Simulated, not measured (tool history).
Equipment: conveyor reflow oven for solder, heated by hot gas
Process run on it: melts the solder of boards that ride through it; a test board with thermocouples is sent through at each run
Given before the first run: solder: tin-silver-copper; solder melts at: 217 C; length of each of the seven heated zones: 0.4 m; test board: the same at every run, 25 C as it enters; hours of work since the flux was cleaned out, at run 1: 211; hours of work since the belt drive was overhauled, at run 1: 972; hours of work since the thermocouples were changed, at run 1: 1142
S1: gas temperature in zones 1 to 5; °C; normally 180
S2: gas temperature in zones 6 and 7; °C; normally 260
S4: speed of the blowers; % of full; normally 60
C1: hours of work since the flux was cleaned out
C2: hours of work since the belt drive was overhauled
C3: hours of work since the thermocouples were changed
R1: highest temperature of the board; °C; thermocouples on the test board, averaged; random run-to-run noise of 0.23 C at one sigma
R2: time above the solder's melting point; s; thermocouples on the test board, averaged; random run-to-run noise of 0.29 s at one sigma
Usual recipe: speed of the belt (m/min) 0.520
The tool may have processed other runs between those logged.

Run 1, hour 0.0: usual settings; C1 211; C2 972; C3 1142. Result: R1 248.4 °C, R2 69.0 s.
Run 2, hour 38.2: usual settings; C1 231; C2 992; C3 1161. Result: R1 248.5 °C, R2 69.2 s.
At hour 54.2: flux residue cleaned out of gas plates and filters.
At hour 103.2: thermocouples of zones 6 and 7 changed.
Run 3, hour 121.9: usual settings but S2 274 °C; C1 34; C2 1032; C3 10. Result: R1 258.3 °C, R2 77.9 s.
Run 4, hour 179.1: usual settings; C1 64; C2 1062; C3 39. Result: R1 246.0 °C, R2 67.0 s.
Run 5, hour 218.6: usual settings but S2 263 °C; C1 84; C2 1082; C3 60. Result: R1 248.7 °C, R2 69.7 s.
Run 6, hour 287.9: usual settings; C1 120; C2 1118; C3 96. Result: R1 246.0 °C, R2 66.8 s.
Run 7, hour 363.9: usual settings; C1 160; C2 1158; C3 136. Result: R1 245.6 °C, R2 66.2 s.
Run 8, hour 427.5: usual settings but S1 187 °C; C1 193; C2 1191; C3 169. Result: R1 246.8 °C, R2 71.6 s.
Run 9, hour 460.4: usual settings but S1 187 °C; C1 210; C2 1208; C3 186. Result: R1 246.8 °C, R2 72.3 s.
At hour 469.0: belt drive overhauled, speed set with a stopwatch.
Run 10, hour 514.5: usual settings but S1 187 °C; C1 236; C2 24; C3 212. Result: R1 247.3 °C, R2 73.2 s.
At hour 525.8: flux residue cleaned out of gas plates and filters.
Run 11, hour 558.8: usual settings but S1 187 °C; C1 17; C2 44; C3 232. Result: R1 248.4 °C, R2 74.7 s.
Run 12, hour 614.3: usual settings; C1 46; C2 73; C3 261. Result: R1 247.4 °C, R2 69.9 s.
Run 13, hour 679.0: usual settings; C1 80; C2 107; C3 295. Result: R1 246.7 °C, R2 69.4 s.
At hour 701.3: belt drive overhauled, speed set with a stopwatch, once more.
Run 14, hour 715.9: usual settings but S2 271 °C; C1 97; C2 8; C3 312. Result: R1 255.7 °C, R2 74.4 s.
Run 15, hour 790.4: usual settings but S2 271 °C; C1 135; C2 46; C3 351. Result: R1 255.4 °C, R2 73.4 s.
Run 16, hour 857.2: usual settings but S1 188 °C, S2 271 °C; C1 170; C2 81; C3 385. Result: R1 256.6 °C, R2 79.3 s.
Run 17, hour 928.2: usual settings but S1 194 °C, S2 255 °C, speed of the belt (m/min) 0.515, S4 62 % of full; C1 207; C2 118; C3 422. Result: R1 245.0 °C, R2 73.8 s.
At hour 993.3: flux residue cleaned out of gas plates and filters.
Run 18, hour 998.1: usual settings but S1 172 °C, S2 255 °C, speed of the belt (m/min) 0.477, S4 77 % of full; C1 3; C2 152; C3 456. Result: R1 246.2 °C, R2 71.1 s.
Run 19, hour 1052.6: usual settings but S1 167 °C, S2 263 °C, speed of the belt (m/min) 0.470, S4 66 % of full; C1 31; C2 180; C3 484. Result: R1 251.8 °C, R2 74.1 s.
Run 20, hour 1108.1: usual settings but S1 167 °C, S2 263 °C, speed of the belt (m/min) 0.470, S4 66 % of full; C1 60; C2 209; C3 513. Result: R1 251.7 °C, R2 73.9 s.
Run 21, hour 1186.9: usual settings but S1 167 °C, S2 263 °C, speed of the belt (m/min) 0.470, S4 66 % of full; C1 101; C2 250; C3 554. Result: R1 251.6 °C, R2 74.4 s.
Run 22, hour 1247.5: usual settings but S1 167 °C, S2 254 °C, speed of the belt (m/min) 0.470, S4 82 % of full; C1 132; C2 281; C3 586. Result: R1 245.3 °C, R2 68.6 s.
Run 23, hour 1321.3: usual settings but S1 167 °C, S2 254 °C, speed of the belt (m/min) 0.470, S4 82 % of full; C1 171; C2 320; C3 624. Result: R1 245.5 °C, R2 69.0 s.
Run 24, hour 1354.5: usual settings but speed of the belt (m/min) 0.618, S4 54 % of full; C1 188; C2 337; C3 641. Result: R1 239.4 °C, R2 45.8 s.
Run 25, hour 1431.6: usual settings but S4 64 % of full; C1 228; C2 377; C3 681. Result: R1 247.0 °C, R2 67.2 s.
At hour 1454.9: flux residue cleaned out of gas plates and filters.
Run 26, hour 1471.9: usual settings but S1 171 °C, speed of the belt (m/min) 0.612; C1 9; C2 395; C3 700. Result: R1 240.9 °C, R2 45.3 s.
Run 27, hour 1515.1: usual settings but S1 171 °C, speed of the belt (m/min) 0.612; C1 31; C2 418; C3 722. Result: R1 241.0 °C, R2 45.1 s.
Run 28, hour 1572.0: usual settings but S1 171 °C, speed of the belt (m/min) 0.612; C1 61; C2 448; C3 752. Result: R1 240.5 °C, R2 45.1 s.
Run 29, hour 1610.1: usual settings but S2 251 °C, S4 81 % of full; C1 81; C2 467; C3 772. Result: R1 243.4 °C, R2 65.4 s.

5 ways to go on from here, each from the tool as it stands after run 29. What would each give?
Run A, hour 1655.0: usual settings but speed of the belt (m/min) 0.583; C1 104; C2 491; C3 795. Result: R1 ?, R2 ?.
Run B, hour 1655.0: usual settings but S2 255 °C; C1 104; C2 491; C3 795. Result: R1 ?, R2 ?.
Run C, hour 1655.0: usual settings but S1 167 °C, speed of the belt (m/min) 0.428; C1 104; C2 491; C3 795. Result: R1 ?, R2 ?.
Run D, hour 1655.0: usual settings but S1 177 °C, S2 273 °C, speed of the belt (m/min) 0.573, S4 81 % of full; C1 104; C2 491; C3 795. Result: R1 ?, R2 ?.
Run E, hour 1655.0: usual settings but S1 173 °C, speed of the belt (m/min) 0.521, S4 63 % of full; C1 104; C2 491; C3 795. Result: R1 ?, R2 ?.

run     R1    R2
  A  244.4  56.1
  B  243.4  64.0
  C  251.5  82.8
  D  259.6  69.3
  E  247.2  64.4
What these runs would have given with no unlogged condition in the tool:
run     R1    R2
  A  242.2  53.7
  B  241.0  61.1
  C  248.9  79.8
  D  257.4  67.5
  E  244.8  61.8
